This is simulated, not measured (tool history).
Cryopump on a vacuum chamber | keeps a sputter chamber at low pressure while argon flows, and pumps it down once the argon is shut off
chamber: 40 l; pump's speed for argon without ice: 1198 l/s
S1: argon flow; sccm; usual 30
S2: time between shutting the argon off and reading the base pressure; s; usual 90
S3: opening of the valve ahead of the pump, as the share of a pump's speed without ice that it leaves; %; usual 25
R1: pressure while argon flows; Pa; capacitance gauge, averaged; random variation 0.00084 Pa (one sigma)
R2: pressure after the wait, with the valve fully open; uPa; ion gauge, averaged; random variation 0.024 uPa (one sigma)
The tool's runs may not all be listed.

Run 1, hour 0: usual settings. Result: R1 0.177 Pa, R2 1.61 uPa.
Run 2, hour 45.1: usual settings. Result: R1 0.1794 Pa, R2 1.67 uPa.
Run 3, hour 71.1: usual settings. Result: R1 0.1789 Pa, R2 1.66 uPa.
Run 4, hour 107.6: usual settings. Result: R1 0.179 Pa, R2 1.78 uPa.
Run 5, hour 131.4: usual settings but S1 17 sccm. Result: R1 0.1016 Pa, R2 1.71 uPa.
Run 6, hour 182: usual settings but S1 17 sccm. Result: R1 0.1021 Pa, R2 1.75 uPa.
At hour 236.1: pump warmed up, emptied and cooled again.
Run 7, hour 237.9: usual settings but S2 31 s. Result: R1 0.1706 Pa, R2 2.9 uPa.
Run 8, hour 281.1: usual settings but S2 31 s. Result: R1 0.1702 Pa, R2 2.91 uPa.
Run 9, hour 316: usual settings but S2 31 s. Result: R1 0.1722 Pa, R2 2.95 uPa.
Run 10, hour 339.3: usual settings but S1 49 sccm. Result: R1 0.2813 Pa, R2 1.72 uPa.
Run 11, hour 374: usual settings but S2 187 s. Result: R1 0.1719 Pa, R2 1.43 uPa.
Run 12, hour 426.2: usual settings but S2 187 s. Result: R1 0.1716 Pa, R2 1.38 uPa.
Run 13, hour 464.1: usual settings but S2 187 s. Result: R1 0.1715 Pa, R2 1.41 uPa.
Run 14, hour 509.7: usual settings but S2 187 s. Result: R1 0.1724 Pa, R2 1.49 uPa.
Run 15, hour 546.6: usual settings but S2 187 s. Result: R1 0.1724 Pa, R2 1.47 uPa.
Run 16, hour 574.2: usual settings but S2 187 s. Result: R1 0.1736 Pa, R2 1.49 uPa.
Run 17, hour 610.7: usual settings but S2 187 s. Result: R1 0.1728 Pa, R2 1.49 uPa.
Run 18, hour 660.1: usual settings but S1 24 sccm, S2 187 s, S3 23 %. Result: R1 0.1503 Pa, R2 1.55 uPa.
Run 19, hour 697.9: usual settings but S1 23 sccm, S2 29 s, S3 19 %. Result: R1 0.1742 Pa, R2 3.33 uPa.
Run 20, hour 743.2: usual settings but S1 18 sccm, S2 236 s. Result: R1 0.1049 Pa, R2 1.57 uPa.
Run 21, hour 786.5: usual settings but S1 18 sccm, S2 236 s. Result: R1 0.1033 Pa, R2 1.56 uPa.
Run 22, hour 832.9: usual settings but S1 16 sccm, S2 67 s. Result: R1 0.0935 Pa, R2 2.32 uPa.
Run 23, hour 879.1: usual settings but S1 16 sccm, S2 67 s. Result: R1 0.0955 Pa, R2 2.33 uPa.
Run 24, hour 931.5: usual settings but S3 24 %. Result: R1 0.1825 Pa, R2 2.06 uPa.
Run 25, hour 967.5: usual settings but S3 24 %. Result: R1 0.1846 Pa, R2 2.13 uPa.
Run 26, hour 1015.3: usual settings but S3 24 %. Result: R1 0.1834 Pa, R2 2.14 uPa.
Run 27, hour 1039.1: usual settings but S1 49 sccm, S2 66 s, S3 42 %. Result: R1 0.1787 Pa, R2 2.35 uPa.
Run 28, hour 1061.7: usual settings but S1 15 sccm, S2 21 s. Result: R1 0.0885 Pa, R2 4.3 uPa.
Run 29, hour 1093.2: usual settings but S1 16 sccm, S2 44 s, S3 21 %. Result: R1 0.1123 Pa, R2 2.89 uPa.
Run 30, hour 1130.1: usual settings but S1 16 sccm, S2 44 s, S3 21 %. Result: R1 0.1119 Pa, R2 2.85 uPa.
Run 31, hour 1164.8: usual settings but S1 16 sccm, S2 44 s, S3 21 %. Result: R1 0.1119 Pa, R2 2.93 uPa.
Run 32, hour 1201.8: usual settings but S1 33 sccm, S2 44 s, S3 21 %. Result: R1 0.2323 Pa, R2 3 uPa.
Run 33, hour 1239.2: usual settings but S1 25 sccm, S3 32 %. Result: R1 0.1174 Pa, R2 2.27 uPa.

Consider 4 possible next runs. They are alternatives, not a sequence: every one starts from the tool as it was left by run 33. What does each give?
Run A, hour 1268.6: usual settings but S1 19 sccm, S2 32 s, S3 32 %. Result: R1 ?, R2 ?.
Run B, hour 1268.6: usual settings but S1 25 sccm, S2 45 s, S3 32 %. Result: R1 ?, R2 ?.
Run C, hour 1268.6: usual settings but S1 36 sccm, S2 63 s, S3 42 %. Result: R1 ?, R2 ?.
Run D, hour 1268.6: usual settings but S1 22 sccm, S2 25 s, S3 34 %. Result: R1 ?, R2 ?.

run      R1    R2
  A  0.0906  3.55
  B  0.1193  3.03
  C  0.1327  2.65
  D  0.0995  4.12
Without the tool's unlogged condition, the same runs would have read:
run      R1    R2
  A   0.084  2.12
  B  0.1107   1.6
  C  0.1203  1.23
  D  0.0919  2.69
